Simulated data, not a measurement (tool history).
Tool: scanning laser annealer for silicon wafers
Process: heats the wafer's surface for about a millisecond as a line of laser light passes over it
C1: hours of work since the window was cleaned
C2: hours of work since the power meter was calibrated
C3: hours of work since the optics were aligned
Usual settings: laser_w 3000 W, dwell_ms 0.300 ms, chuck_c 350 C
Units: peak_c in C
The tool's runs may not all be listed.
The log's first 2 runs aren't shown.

Run 3, hour 116.5: usual settings; C1 218; C2 663; C3 172. Result: peak_c 1057 C.
Run 4, hour 177.1: usual settings; C1 259; C2 704; C3 213. Result: peak_c 1053 C.
Run 5, hour 219.0: usual settings but dwell_ms 0.295 ms; C1 287; C2 732; C3 241. Result: peak_c 1041 C.
Run 6, hour 265.9: usual settings; C1 319; C2 764; C3 273. Result: peak_c 1049 C.
Run 7, hour 327.2: usual settings but dwell_ms 0.361 ms; C1 360; C2 805; C3 315. Result: peak_c 1126 C.
Run 8, hour 399.7: usual settings but laser_w 3199 W; C1 409; C2 854; C3 364. Result: peak_c 1098 C.
Run 9, hour 468.8: usual settings but chuck_c 371 C; C1 456; C2 901; C3 410. Result: peak_c 1066 C.
Run 10, hour 537.7: usual settings but chuck_c 316 C; C1 502; C2 947; C3 457. Result: peak_c 1008 C.
Run 11, hour 607.9: usual settings; C1 550; C2 995; C3 504. Result: peak_c 1038 C.
Run 12, hour 658.0: usual settings but chuck_c 386 C; C1 584; C2 1029; C3 538. Result: peak_c 1077 C.
Run 13, hour 689.8: usual settings but laser_w 2748 W; C1 605; C2 1050; C3 560. Result: peak_c 978 C.
Run 14, hour 720.2: usual settings but laser_w 2748 W; C1 626; C2 1071; C3 580. Result: peak_c 982 C.
Run 15, hour 779.5: usual settings but chuck_c 373 C; C1 666; C2 1111; C3 620. Result: peak_c 1060 C.
At hour 823.8: window over the wafer cleaned.
Run 16, hour 824.6: usual settings but chuck_c 373 C; C1 1; C2 1140; C3 649. Result: peak_c 1075 C.
Run 17, hour 860.6: usual settings but chuck_c 373 C; C1 25; C2 1164; C3 674. Result: peak_c 1072 C.
Run 18, hour 894.5: usual settings but chuck_c 373 C; C1 48; C2 1187; C3 697. Result: peak_c 1073 C.
Run 19, hour 931.6: usual settings but chuck_c 373 C; C1 73; C2 1212; C3 722. Result: peak_c 1070 C.
At hour 959.3: optics aligned, line set to its width.
Run 20, hour 968.1: usual settings but chuck_c 373 C; C1 94; C2 1233; C3 6. Result: peak_c 1086 C.
Run 21, hour 1041.6: usual settings but chuck_c 373 C; C1 144; C2 1283; C3 56. Result: peak_c 1085 C.
Run 22, hour 1101.0: usual settings but chuck_c 373 C; C1 184; C2 1323; C3 96. Result: peak_c 1078 C.
Run 23, hour 1158.7: usual settings but chuck_c 373 C; C1 223; C2 1362; C3 135. Result: peak_c 1078 C.

Forecast run 24:
Run 24, hour 1200.7: usual settings but dwell_ms 0.267 ms, chuck_c 325 C; C1 251; C2 1391; C3 163. Result: peak_c ?.

Run 24 gave peak_c 989 C.
Without the tool's hidden state the same run would have given peak_c 994 C.
